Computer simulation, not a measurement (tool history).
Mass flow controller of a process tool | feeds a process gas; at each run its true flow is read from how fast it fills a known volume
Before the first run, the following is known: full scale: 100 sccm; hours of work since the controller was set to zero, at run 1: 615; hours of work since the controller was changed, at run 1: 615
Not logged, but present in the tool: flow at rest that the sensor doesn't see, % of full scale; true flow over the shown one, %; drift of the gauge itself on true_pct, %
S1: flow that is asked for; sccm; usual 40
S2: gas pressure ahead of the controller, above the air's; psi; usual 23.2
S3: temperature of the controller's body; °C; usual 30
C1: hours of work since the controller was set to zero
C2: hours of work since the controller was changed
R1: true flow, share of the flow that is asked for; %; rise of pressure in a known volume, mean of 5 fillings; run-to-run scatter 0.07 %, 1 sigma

run      day  S1    S2  S3    C1    C2      R1
  1        0  40  23.2  30   615   615   99.04
  2   10.921  40  23.2  30   822   822   99.06
  3   16.317  24  23.2  30   925   925   98.92
  4   23.254  24  33.1  30  1057  1057   98.59
  5   33.446  24  33.1  30  1251  1251   98.58
  6   41.358  24  33.1  30  1402  1402   98.55
  7   49.592  24  33.1  30  1558  1558   98.68
  8    55.75  40  23.2  32  1675  1675   99.01
  9   61.908  40  23.2  32  1793  1793   99.03
 10   69.758  40  23.2  32  1942  1942    98.9
 11   78.538  40  25.2  32  2109  2109    98.9
 12   84.521  40  25.2  32  2223  2223   98.89
 13   91.929  40  25.2  32  2364  2364   98.86
 14   99.238  40  25.2  32  2503  2503   98.81
 15  107.092  40  25.2  32  2652  2652   98.88
 16  117.988  40  25.2  32  2860  2860    98.8
 17  126.154  40  25.2  32  3015  3015   98.84
 18  136.921  40  25.2  32  3220  3220   98.72
 19  147.908  40  25.2  32  3429  3429   98.72
 20  153.121  40  25.2  32  3528  3528   98.69
 21  159.967  40  23.2  30  3658  3658    98.7
 22  166.062  40  23.2  30  3774  3774   98.65
 23  172.929  42  23.2  30  3905  3905   98.71
 24  178.021  40  28.3  30  4002  4002   98.41
 25  184.296  40  23.2  24  4121  4121   98.56
 26  193.383  40  24.7  30  4294  4294   98.75
 27  198.108  63  23.2  26  4384  4384   98.68
 28  208.942  40  23.2  34  4590  4590   98.83
 29  217.767  40  23.2  34  4758  4758   98.76
 30  225.996  69  25.1  26  4915  4915   98.76
 31  232.612  69  25.1  26  5041  5041   98.52
 32  240.162  11  23.2  36  5184  5184  100.98
     243.888  -- controller exchanged for a calibrated one
 33  246.379  26  23.2  40    47    47   98.86
 34  254.392  26  23.2  40   200   200   98.84
 35  262.333  24  23.2  37   351   351   98.81
 36  267.812  24  23.2  37   455   455   98.66
 37  278.221  24  23.2  37   653   653   98.66
 38  284.917  16  23.2  25   781   781   98.44
 39  295.921  12  30.7  25   990   990   98.47
 40  304.092  12  30.7  25  1146  1146   98.38
 41  314.175  40  30.7  23  1337  1337    98.3
 42  324.538  40  30.7  23  1535  1535   98.19
 43  336.275  40  39.6  23  1758  1758   97.92
 44  341.242  40  24.7  39  1852  1852   98.85
 45  349.075  40  24.7  39  2002  2002   98.78
 46  354.688  47  32.9  26  2108  2108   98.39
 47  365.867  93  32.9  24  2321  2321   99.19
 48  371.854  40  36.3  36  2435  2435    98.3
 49  383.479  29  23.2  28  2656  2656   98.41

How would selected steps in R1 from run to run divide? Give the signed amount a tool lacking its hidden state would still show from settings, what came in and random variation, and the signed amount left for the hidden state, including any gauge scatter that is not in both of the compared results.
Run 31 -> 32: S1 69 -> 11, S2 25.1 -> 23.2, S3 26 -> 36. R1 +2.46 %: hidden state +3.43, all else -0.97.
Run 32 -> 33: S1 11 -> 26, S3 36 -> 40, controller exchanged for a calibrated one. R1 -2.12 %: hidden state -2.58, all else +0.46.
Run 40 -> 41: S1 12 -> 40, S3 25 -> 23. R1 -0.08 %: hidden state -0.74, all else +0.66.
Run 43 -> 44: S2 39.6 -> 24.7, S3 23 -> 39. R1 +0.93 %: hidden state -0.01, all else +0.94.
